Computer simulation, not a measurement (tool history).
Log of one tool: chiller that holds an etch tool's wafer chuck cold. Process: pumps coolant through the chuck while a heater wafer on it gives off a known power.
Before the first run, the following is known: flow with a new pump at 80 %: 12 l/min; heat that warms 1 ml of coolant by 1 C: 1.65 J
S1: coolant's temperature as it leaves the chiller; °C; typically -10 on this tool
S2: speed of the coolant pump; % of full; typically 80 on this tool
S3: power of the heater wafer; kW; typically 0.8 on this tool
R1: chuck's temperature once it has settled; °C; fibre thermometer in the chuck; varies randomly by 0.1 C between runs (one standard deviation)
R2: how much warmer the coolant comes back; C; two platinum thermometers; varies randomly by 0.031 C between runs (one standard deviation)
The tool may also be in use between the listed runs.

run	hour	S1	S2	S3	R1	R2
1	0	-10	80	0.8	-3.9	2.45
2	26.4	-10	80	0.8	-3.9	2.42
3	54	-10	80	0.8	-4	2.39
4	74.5	-10	80	0.8	-3.9	2.39
5	93.3	-10	80	0.475	-6.5	1.41
6	114.5	-14	80	0.8	-7.9	2.36
7	131.1	-14	96	0.8	-9	1.95
8	149.3	-14	96	0.8	-9.1	1.96
9	173.6	-10	80	0.8	-4	2.46
10	191.5	-17	80	0.8	-10.9	2.41
11	206.2	-17	80	0.8	-11	2.45
12	237.7	-10	80	0.8	-3.8	2.44
13	255.4	-10	80	0.8	-3.8	2.42
14	280	-15	80	0.607	-10.3	1.86
15	300.2	-11	80	0.886	-4.4	2.61
16	328.4	-11	80	0.886	-4.3	2.69
17	344	-11	80	0.886	-4.3	2.74
18	366.5	-7	98	0.443	-4.3	1.02
19	394.5	-8	69	0.786	-1.1	2.82
20	413.4	-8	69	0.786	-1.1	2.77
21	438.4	-18	79	0.775	-11.8	2.38
22	463.7	-18	79	0.775	-12	2.39
23	482.9	-4	62	0.469	0.5	1.9

Alternative continuations, all from the tool just after run 23; predict every row:
A	516.3	-4	62	0.679	?	?
B	516.3	-5	66	0.563	?	?
C	516.3	-10	80	0.8	?	?
D	516.3	-4	62	1.188	?	?

run	R1	R2
A	2.7	2.75
B	0.3	2.08
C	-3.9	2.41
D	7.7	4.82
With the hidden condition removed and each run's random variation left untouched, the same runs would have given:
run	R1	R2
A	2.7	2.74
B	0.3	2.08
C	-3.9	2.41
D	7.7	4.81
